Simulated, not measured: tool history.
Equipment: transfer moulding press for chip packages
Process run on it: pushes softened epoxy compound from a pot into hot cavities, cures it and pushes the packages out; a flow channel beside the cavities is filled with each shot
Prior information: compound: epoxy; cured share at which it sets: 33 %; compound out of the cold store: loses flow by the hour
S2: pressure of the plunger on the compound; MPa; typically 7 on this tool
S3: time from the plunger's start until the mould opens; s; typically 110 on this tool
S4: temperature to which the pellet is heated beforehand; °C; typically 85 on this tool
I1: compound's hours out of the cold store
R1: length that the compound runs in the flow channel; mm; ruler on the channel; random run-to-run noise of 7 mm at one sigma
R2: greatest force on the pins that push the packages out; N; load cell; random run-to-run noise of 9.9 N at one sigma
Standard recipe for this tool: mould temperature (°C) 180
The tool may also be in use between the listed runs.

{"run": 1, "hour": 0.0, "mould temperature (°C)": 180, "S2": 7, "S3": 110, "S4": 85, "I1": 33.2, "R1": 793, "R2": 452}
{"run": 2, "hour": 15.3, "mould temperature (°C)": 180, "S2": 7, "S3": 110, "S4": 85, "I1": 20.6, "R1": 833, "R2": 551}
{"run": 3, "hour": 27.2, "mould temperature (°C)": 180, "S2": 7, "S3": 110, "S4": 76, "I1": 35.1, "R1": 776, "R2": 570}
{"run": 4, "hour": 39.9, "mould temperature (°C)": 180, "S2": 7, "S3": 110, "S4": 76, "I1": 43.2, "R1": 753, "R2": 626}
{"run": 5, "hour": 56.4, "mould temperature (°C)": 180, "S2": 7, "S3": 110, "S4": 76, "I1": 41.2, "R1": 771, "R2": 716}
{"run": 6, "hour": 65.7, "mould temperature (°C)": 180, "S2": 7, "S3": 110, "S4": 76, "I1": 33.2, "R1": 801, "R2": 739}
{"run": 7, "hour": 73.4, "mould temperature (°C)": 180, "S2": 7, "S3": 110, "S4": 76, "I1": 14.6, "R1": 847, "R2": 776}
{"run": 8, "hour": 85.7, "mould temperature (°C)": 180, "S2": 7, "S3": 109, "S4": 85, "I1": 35.6, "R1": 775, "R2": 774}
{"run": 9, "hour": 99.8, "mould temperature (°C)": 180, "S2": 7, "S3": 109, "S4": 85, "I1": 8.5, "R1": 851, "R2": 854}
{"hour": 103.5, "done": "mould's thermocouples calibrated"}
{"run": 10, "hour": 109.9, "mould temperature (°C)": 180, "S2": 7, "S3": 109, "S4": 85, "I1": 29.3, "R1": 796, "R2": 841}
{"hour": 115.1, "done": "plunger's sealing rings changed"}
{"run": 11, "hour": 130.0, "mould temperature (°C)": 180, "S2": 7, "S3": 109, "S4": 85, "I1": 9.6, "R1": 902, "R2": 844}
{"run": 12, "hour": 145.6, "mould temperature (°C)": 180, "S2": 7, "S3": 109, "S4": 85, "I1": 15.2, "R1": 875, "R2": 920}
{"run": 13, "hour": 153.8, "mould temperature (°C)": 180, "S2": 7, "S3": 109, "S4": 85, "I1": 31, "R1": 828, "R2": 915}
{"hour": 156.9, "done": "cavities cleaned with cleaning compound and waxed"}
{"hour": 162.4, "done": "mould's thermocouples calibrated, once more"}
{"run": 14, "hour": 176.4, "mould temperature (°C)": 180, "S2": 7, "S3": 109, "S4": 85, "I1": 9.9, "R1": 877, "R2": 557}
{"run": 15, "hour": 188.4, "mould temperature (°C)": 180, "S2": 7, "S3": 109, "S4": 85, "I1": 20.2, "R1": 848, "R2": 625}
{"run": 16, "hour": 206.3, "mould temperature (°C)": 188, "S2": 8.33, "S3": 135, "S4": 85, "I1": 16.8, "R1": 916, "R2": 528}
{"run": 17, "hour": 222.7, "mould temperature (°C)": 180, "S2": 8.79, "S3": 110, "S4": 77, "I1": 33, "R1": 911, "R2": 696}
{"run": 18, "hour": 238.9, "mould temperature (°C)": 180, "S2": 6.4, "S3": 110, "S4": 85, "I1": 19.2, "R1": 815, "R2": 723}
{"run": 19, "hour": 255.3, "mould temperature (°C)": 180, "S2": 6.4, "S3": 110, "S4": 85, "I1": 15.9, "R1": 818, "R2": 783}
{"run": 20, "hour": 267.9, "mould temperature (°C)": 179, "S2": 6.41, "S3": 105, "S4": 88, "I1": 43.7, "R1": 745, "R2": 905}
{"run": 21, "hour": 280.0, "mould temperature (°C)": 179, "S2": 6.41, "S3": 105, "S4": 88, "I1": 32.1, "R1": 771, "R2": 967}
{"run": 22, "hour": 289.7, "mould temperature (°C)": 179, "S2": 6.57, "S3": 128, "S4": 83, "I1": 39.4, "R1": 775, "R2": 769}
{"run": 23, "hour": 303.2, "mould temperature (°C)": 179, "S2": 6.57, "S3": 128, "S4": 83, "I1": 15.8, "R1": 832, "R2": 760}
{"hour": 311.1, "done": "cavities cleaned with cleaning compound and waxed"}
{"run": 24, "hour": 316.3, "mould temperature (°C)": 184, "S2": 5.96, "S3": 142, "S4": 85, "I1": 32.5, "R1": 736, "R2": 391}
{"run": 25, "hour": 328.9, "mould temperature (°C)": 184, "S2": 5.96, "S3": 142, "S4": 85, "I1": 15.3, "R1": 773, "R2": 426}
{"run": 26, "hour": 341.3, "mould temperature (°C)": 184, "S2": 5.96, "S3": 142, "S4": 85, "I1": 25.6, "R1": 741, "R2": 481}
{"run": 27, "hour": 351.0, "mould temperature (°C)": 184, "S2": 5.96, "S3": 142, "S4": 85, "I1": 18.8, "R1": 776, "R2": 504}
{"run": 28, "hour": 362.4, "mould temperature (°C)": 184, "S2": 5.96, "S3": 142, "S4": 85, "I1": 38.1, "R1": 699, "R2": 522}
{"run": 29, "hour": 372.9, "mould temperature (°C)": 179, "S2": 5.87, "S3": 142, "S4": 85, "I1": 14.4, "R1": 800, "R2": 609}

What would each run have given without the hidden state, its run-to-run variation left as it was?
Hidden state at play: true mould temperature over the reading, C; pressure that reaches the compound, % of what is set; grip of the stained cavities, % over clean ones'; drift of the gauge itself on flow_mm, %; drift of the gauge itself on push_out_n, %.
run=1 R1=825 R2=449
run=2 R1=870 R2=473
run=3 R1=812 R2=447
run=4 R1=789 R2=454
run=5 R1=810 R2=479
run=6 R1=842 R2=476
run=7 R1=892 R2=485
run=8 R1=818 R2=465
run=9 R1=900 R2=492
run=10 R1=843 R2=478
run=11 R1=906 R2=458
run=12 R1=880 R2=489
run=13 R1=834 R2=481
run=14 R1=886 R2=469
run=15 R1=858 R2=484
run=16 R1=929 R2=370
run=17 R1=926 R2=454
run=18 R1=831 R2=443
run=19 R1=836 R2=459
run=20 R1=762 R2=515
run=21 R1=791 R2=532
run=22 R1=796 R2=420
run=23 R1=857 R2=402
run=24 R1=759 R2=360
run=25 R1=799 R2=350
run=26 R1=767 R2=365
run=27 R1=804 R2=359
run=28 R1=726 R2=351
run=29 R1=832 R2=394
